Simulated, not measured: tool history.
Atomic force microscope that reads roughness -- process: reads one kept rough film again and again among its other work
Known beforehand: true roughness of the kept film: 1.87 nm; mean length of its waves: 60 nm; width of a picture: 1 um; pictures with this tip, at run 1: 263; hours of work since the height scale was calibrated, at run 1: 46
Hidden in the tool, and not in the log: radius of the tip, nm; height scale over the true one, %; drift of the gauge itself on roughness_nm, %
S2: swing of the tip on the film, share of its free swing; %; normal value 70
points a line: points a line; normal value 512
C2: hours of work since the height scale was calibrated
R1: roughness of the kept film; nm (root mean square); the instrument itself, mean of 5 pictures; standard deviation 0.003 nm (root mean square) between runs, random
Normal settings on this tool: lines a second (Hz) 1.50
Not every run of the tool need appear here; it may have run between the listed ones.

Run 1, hour 0.0: usual settings; pictures with this tip 263; C2 46. Result: R1 1.635 nm (root mean square).
At hour 18.1: new tip fitted.
Run 2, hour 19.9: usual settings; pictures with this tip 2; C2 55. Result: R1 1.679 nm (root mean square).
Run 3, hour 38.3: usual settings; pictures with this tip 22; C2 63. Result: R1 1.677 nm (root mean square).
Run 4, hour 48.1: usual settings; pictures with this tip 33; C2 68. Result: R1 1.676 nm (root mean square).
Run 5, hour 59.7: usual settings; pictures with this tip 46; C2 73. Result: R1 1.680 nm (root mean square).
Run 6, hour 76.3: usual settings but S2 62 %; pictures with this tip 65; C2 81. Result: R1 1.729 nm (root mean square).
Run 7, hour 90.1: usual settings; pictures with this tip 80; C2 87. Result: R1 1.666 nm (root mean square).
Run 8, hour 101.6: usual settings but S2 58 %; pictures with this tip 93; C2 92. Result: R1 1.744 nm (root mean square).
Run 9, hour 118.7: usual settings but S2 58 %; pictures with this tip 112; C2 100. Result: R1 1.744 nm (root mean square).
Run 10, hour 135.6: usual settings but S2 58 %; pictures with this tip 131; C2 108. Result: R1 1.735 nm (root mean square).
Run 11, hour 156.6: usual settings but S2 58 %; pictures with this tip 154; C2 117. Result: R1 1.735 nm (root mean square).
Run 12, hour 169.7: usual settings but S2 82 %; pictures with this tip 169; C2 123. Result: R1 1.529 nm (root mean square).
Run 13, hour 190.4: usual settings but S2 82 %; pictures with this tip 192; C2 133. Result: R1 1.526 nm (root mean square).
Run 14, hour 207.7: usual settings; pictures with this tip 212; C2 141. Result: R1 1.641 nm (root mean square).
Run 15, hour 219.5: usual settings; pictures with this tip 225; C2 146. Result: R1 1.635 nm (root mean square).
Run 16, hour 228.1: usual settings; pictures with this tip 234; C2 150. Result: R1 1.642 nm (root mean square).
Run 17, hour 249.0: usual settings; pictures with this tip 258; C2 160. Result: R1 1.628 nm (root mean square).
Run 18, hour 262.2: usual settings but lines a second (Hz) 1.87, S2 73 %, points a line 678; pictures with this tip 273; C2 166. Result: R1 1.561 nm (root mean square).
At hour 271.2: new tip fitted.
Run 19, hour 282.6: usual settings but lines a second (Hz) 1.87, S2 73 %, points a line 678; pictures with this tip 13; C2 175. Result: R1 1.614 nm (root mean square).
Run 20, hour 295.3: usual settings but S2 68 %, points a line 906; pictures with this tip 27; C2 180. Result: R1 1.698 nm (root mean square).
Run 21, hour 314.4: usual settings but lines a second (Hz) 1.56, S2 68 %, points a line 659; pictures with this tip 48; C2 189. Result: R1 1.682 nm (root mean square).
Run 22, hour 333.4: usual settings but lines a second (Hz) 1.56, S2 68 %, points a line 659; pictures with this tip 70; C2 198. Result: R1 1.674 nm (root mean square).
Run 23, hour 353.0: usual settings but lines a second (Hz) 0.52, S2 76 %, points a line 635; pictures with this tip 91; C2 207. Result: R1 1.745 nm (root mean square).
Run 24, hour 369.2: usual settings but lines a second (Hz) 0.58, S2 64 %, points a line 635; pictures with this tip 110; C2 214. Result: R1 1.774 nm (root mean square).
At hour 371.2: height scale calibrated on a step standard.
Run 25, hour 391.0: usual settings but lines a second (Hz) 2.09, S2 75 %, points a line 594; pictures with this tip 133; C2 9. Result: R1 1.546 nm (root mean square).
Run 26, hour 400.6: usual settings but lines a second (Hz) 2.09, S2 75 %, points a line 594; pictures with this tip 144; C2 13. Result: R1 1.541 nm (root mean square).
Run 27, hour 415.0: usual settings but lines a second (Hz) 2.30, S2 69 %; pictures with this tip 160; C2 20. Result: R1 1.594 nm (root mean square).
Run 28, hour 433.2: usual settings but lines a second (Hz) 1.38, points a line 974; pictures with this tip 180; C2 28. Result: R1 1.664 nm (root mean square).
Run 29, hour 444.0: usual settings but lines a second (Hz) 0.99, S2 65 %, points a line 410; pictures with this tip 192; C2 33. Result: R1 1.728 nm (root mean square).
At hour 446.6: height scale calibrated on a step standard, once more.
Run 30, hour 464.0: usual settings but lines a second (Hz) 1.14, S2 62 %, points a line 776; pictures with this tip 213; C2 8. Result: R1 1.721 nm (root mean square).
Run 31, hour 475.4: usual settings but lines a second (Hz) 2.03, S2 58 %, points a line 997; pictures with this tip 226; C2 13. Result: R1 1.690 nm (root mean square).
Run 32, hour 492.4: usual settings but lines a second (Hz) 0.67, points a line 311; pictures with this tip 245; C2 21. Result: R1 1.717 nm (root mean square).
Run 33, hour 506.7: usual settings but lines a second (Hz) 0.67, points a line 311; pictures with this tip 261; C2 27. Result: R1 1.715 nm (root mean square).

Take each entry between the runs: how does the hidden state at the last listed run before it differ from the hidden state at the first listed run after it?
Run 1 -> run 2: new tip fitted (hour 18.1)
  radius of the tip, nm: 19.5 -> 5.3; height scale over the true one, %: 0.01 -> 0.02
  difference, measured minus the result without the unlogged condition, R1: -0.048 -> -0.001 nm (root mean square)
Run 18 -> run 19: new tip fitted (hour 271.2)
  radius of the tip, nm: 21.2 -> 6.1; height scale over the true one, %: 0.14 -> 0.15
  difference, measured minus the result without the unlogged condition, R1: -0.049 -> -0.001 nm (root mean square)
Run 24 -> run 25: height scale calibrated on a step standard (hour 371.2)
  radius of the tip, nm: 12.1 -> 13.4; height scale over the true one, %: 0.19 -> 0.24
  difference, measured minus the result without the unlogged condition, R1: -0.022 -> -0.023 nm (root mean square)
Run 29 -> run 30: height scale calibrated on a step standard, once more (hour 446.6)
  radius of the tip, nm: 16.8 -> 18; height scale over the true one, %: 0.26 -> 0.09
  difference, measured minus the result without the unlogged condition, R1: -0.037 -> -0.044 nm (root mean square)
